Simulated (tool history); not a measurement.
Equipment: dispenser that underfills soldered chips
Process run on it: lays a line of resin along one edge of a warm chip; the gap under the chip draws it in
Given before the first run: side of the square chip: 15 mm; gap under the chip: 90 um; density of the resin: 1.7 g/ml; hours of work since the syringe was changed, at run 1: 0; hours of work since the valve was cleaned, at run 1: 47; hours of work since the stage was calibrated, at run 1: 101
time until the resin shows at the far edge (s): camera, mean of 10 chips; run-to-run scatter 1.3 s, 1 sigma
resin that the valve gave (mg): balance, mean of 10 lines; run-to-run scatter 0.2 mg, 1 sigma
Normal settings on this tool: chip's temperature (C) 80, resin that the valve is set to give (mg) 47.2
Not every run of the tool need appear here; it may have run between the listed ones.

| run | hour | chip's temperature (C) | resin that the valve is set to give (mg) | hours of work since the syringe was changed | hours of work since the valve was cleaned | hours of work since the stage was calibrated | time until the resin shows at the far edge (s) | resin that the valve gave (mg) |
|---|---|---|---|---|---|---|---|---|
| 1 | 0 | 80 | 47.2 | 0 | 47 | 101 | 133.7 | 46.42 |
| 2 | 5.9 | 80 | 47.2 | 4 | 51 | 105 | 173.4 | 46.35 |
| 3 | 12.5 | 80 | 47.2 | 9 | 55 | 109 | 227.5 | 46.69 |
|  | 13.4 | new syringe of resin |
| 4 | 19.1 | 80 | 47.2 | 4 | 60 | 114 | 164.3 | 46.31 |
| 5 | 24.2 | 80 | 47.2 | 7 | 63 | 117 | 205.9 | 46.01 |
|  | 27.5 | new syringe of resin |
| 6 | 30.5 | 80 | 47.2 | 2 | 67 | 122 | 147.6 | 46.35 |
| 7 | 36.1 | 80 | 47.2 | 6 | 71 | 125 | 185.7 | 46.18 |
|  | 41.3 | new syringe of resin |
| 8 | 44.1 | 69 | 47.2 | 2 | 77 | 131 | 235.3 | 46.12 |
| 9 | 51.4 | 77 | 40.4 | 7 | 82 | 136 | 242.5 | 39 |
|  | 55 | new syringe of resin |
| 10 | 59.2 | 77 | 40.4 | 3 | 87 | 141 | 186.7 | 39.28 |
| 11 | 66.9 | 86 | 47.2 | 8 | 92 | 146 | 172.2 | 45.76 |
|  | 69 | new syringe of resin |
|  | 73.7 | dispensing valve cleaned and set on the balance |
| 12 | 74.7 | 85 | 56.4 | 3 | 1 | 151 | 127 | 56.85 |
| 13 | 81 | 87 | 44.4 | 8 | 5 | 155 | 162.7 | 44.17 |
|  | 84.2 | new syringe of resin |
| 14 | 84.8 | 92 | 42.4 | 0 | 7 | 158 | 85.5 | 42.53 |
| 15 | 90.3 | 88 | 44.5 | 4 | 11 | 161 | 123.8 | 44.26 |
|  | 98.3 | new syringe of resin |
| 16 | 98.6 | 88 | 44.5 | 0 | 17 | 167 | 97.1 | 44.23 |

4 ways to go on from here, each from the tool as it stands after run 16. What would each give?
| A | 102 | 72 | 57.8 | 3 | 19 | 169 | ? | ? |
| B | 102 | 91 | 47.2 | 3 | 19 | 169 | ? | ? |
| C | 102 | 75 | 53.5 | 3 | 19 | 169 | ? | ? |
| D | 102 | 88 | 48.6 | 3 | 19 | 169 | ? | ? |

| run | time until the resin shows at the far edge (s) | resin that the valve gave (mg) |
|---|---|---|
| A | 207.1 | 57.65 |
| B | 98.3 | 46.84 |
| C | 183.1 | 53.4 |
| D | 110.1 | 48.56 |
Had the tool no hidden state, the same runs would have come out as:
| run | time until the resin shows at the far edge (s) | resin that the valve gave (mg) |
|---|---|---|
| A | 170.2 | 57.85 |
| B | 81.2 | 47 |
| C | 150.4 | 53.6 |
| D | 90.8 | 48.73 |

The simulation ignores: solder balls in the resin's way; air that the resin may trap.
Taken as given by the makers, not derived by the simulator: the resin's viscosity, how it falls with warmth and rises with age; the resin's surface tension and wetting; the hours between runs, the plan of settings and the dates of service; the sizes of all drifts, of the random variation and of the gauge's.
